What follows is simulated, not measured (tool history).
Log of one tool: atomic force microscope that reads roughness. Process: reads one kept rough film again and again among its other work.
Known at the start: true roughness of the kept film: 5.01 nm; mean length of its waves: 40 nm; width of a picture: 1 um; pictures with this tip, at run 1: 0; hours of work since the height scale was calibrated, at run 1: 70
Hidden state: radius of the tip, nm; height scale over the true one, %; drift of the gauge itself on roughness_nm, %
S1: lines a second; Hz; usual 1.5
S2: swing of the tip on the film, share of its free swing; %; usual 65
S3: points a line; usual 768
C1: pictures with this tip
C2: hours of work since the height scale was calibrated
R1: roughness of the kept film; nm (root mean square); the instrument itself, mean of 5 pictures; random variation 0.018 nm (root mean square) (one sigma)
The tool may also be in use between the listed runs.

| run | hour | S1 | S2 | S3 | C1 | C2 | R1 |
|---|---|---|---|---|---|---|---|
| 1 | 0 | 1.5 | 65 | 768 | 0 | 70 | 4.32 |
| 2 | 7.7 | 0.78 | 65 | 768 | 10 | 74 | 4.405 |
| 3 | 12.3 | 0.78 | 65 | 768 | 16 | 76 | 4.379 |
| 4 | 20.7 | 0.78 | 65 | 768 | 27 | 80 | 4.362 |
| 5 | 25.6 | 1.5 | 85 | 768 | 33 | 82 | 3.797 |
| 6 | 33.2 | 1.5 | 85 | 768 | 43 | 86 | 3.739 |
| 7 | 38.4 | 1.5 | 85 | 768 | 50 | 88 | 3.742 |
| 8 | 46.7 | 1.5 | 57 | 768 | 60 | 92 | 4.249 |
| 9 | 54.7 | 1.89 | 57 | 261 | 71 | 96 | 4.126 |
| 10 | 60.3 | 1.89 | 57 | 261 | 78 | 99 | 4.089 |

3 ways to go on from here, each from the tool as it stands after run 10. What would each give?
| A | 69 | 1.44 | 78 | 263 | 89 | 103 | ? |
| B | 69 | 0.75 | 60 | 345 | 89 | 103 | ? |
| C | 69 | 1.89 | 77 | 261 | 89 | 103 | ? |

| run | R1 |
|---|---|
| A | 3.817 |
| B | 4.183 |
| C | 3.676 |
Without the tool's hidden state the same runs would have given:
| run | R1 |
|---|---|
| A | 4.07 |
| B | 4.461 |
| C | 3.92 |

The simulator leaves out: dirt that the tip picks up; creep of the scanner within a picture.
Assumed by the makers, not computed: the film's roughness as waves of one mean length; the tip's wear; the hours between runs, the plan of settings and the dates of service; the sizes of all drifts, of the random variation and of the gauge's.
